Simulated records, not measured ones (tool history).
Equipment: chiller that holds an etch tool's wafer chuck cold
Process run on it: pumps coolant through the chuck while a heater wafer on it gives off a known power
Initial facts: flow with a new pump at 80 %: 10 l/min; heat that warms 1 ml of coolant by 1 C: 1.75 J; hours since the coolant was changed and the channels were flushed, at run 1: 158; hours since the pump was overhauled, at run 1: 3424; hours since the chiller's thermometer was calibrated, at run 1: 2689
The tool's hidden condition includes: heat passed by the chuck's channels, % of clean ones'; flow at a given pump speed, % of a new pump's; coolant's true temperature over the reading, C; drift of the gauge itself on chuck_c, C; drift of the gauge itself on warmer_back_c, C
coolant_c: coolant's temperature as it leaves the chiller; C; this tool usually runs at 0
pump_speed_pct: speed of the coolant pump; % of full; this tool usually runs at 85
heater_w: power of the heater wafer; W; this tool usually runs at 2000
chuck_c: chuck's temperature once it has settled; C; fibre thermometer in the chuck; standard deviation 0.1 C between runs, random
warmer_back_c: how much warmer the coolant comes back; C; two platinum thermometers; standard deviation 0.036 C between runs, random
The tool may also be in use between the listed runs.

run    hour  coolant_c  pump_speed_pct  heater_w  hours since the coolant was changed and the channels were flushed  hours since the pump was overhauled  hours since the chiller's thermometer was calibrated  chuck_c  warmer_back_c
  1       0          0              85      2000                                                                158                                 3424                                                  2689       18           7.04
  2    71.8          0              61      2000                                                                230                                 3496                                                  2761     22.3           9.79
  3   155.1          0              61      2000                                                                313                                 3579                                                  2844     22.5           9.81
  4   274.8          0              61      2000                                                                433                                 3699                                                  2964     22.6           9.86
  5   398.6          0              61      2000                                                                556                                 3823                                                  3087     22.7           9.95
  6   531.6          0              61      2000                                                                689                                 3956                                                  3220     22.8           9.96
  7   638.2          0              61      2000                                                                796                                 4062                                                  3327       23          10.01
      674.2  -- chiller's thermometer calibrated
  8     721          0              61      2000                                                                878                                 4144                                                    47     22.9           9.97
  9   800.4          0              61      2000                                                                957                                 4223                                                   126       23           9.99
 10   924.4          0              85      2000                                                               1081                                 4347                                                   250     18.7           7.24
        939  -- chiller's thermometer calibrated, once more
 11  1020.7          0              85      2000                                                               1176                                 4443                                                    82     19.2           7.31
 12  1152.8          0              85      2000                                                               1308                                 4575                                                   214     19.3            7.3
 13  1238.3         -8              74      2614                                                               1394                                 4660                                                   299     19.6          11.04
 14  1299.3         -1              93      1381                                                               1455                                 4721                                                   360     11.7           4.61
 15  1358.8         -1              93      1381                                                               1515                                 4781                                                   420     11.6           4.68
 16    1426          0              71      1233                                                               1582                                 4848                                                   487     13.3           5.43
 17  1554.5         -4              77      2991                                                               1710                                 4977                                                   615     27.2          12.22
 18  1656.2         -4              77      2991                                                               1812                                 5078                                                   717     27.3           12.2
 19  1775.1          9              63      2991                                                               1931                                 5197                                                   836     44.7          15.01

Predict the results of run 20:
 20  1864.6         -3              73      1720                                                               2020                                 5287                                                   926        ?              ?

chuck_c: 15.7 C
warmer_back_c: 7.53 C
If the tool had no hidden condition, the same run with the same run-to-run variation would have returned chuck_c 12.9 C, warmer_back_c 6.49 C.
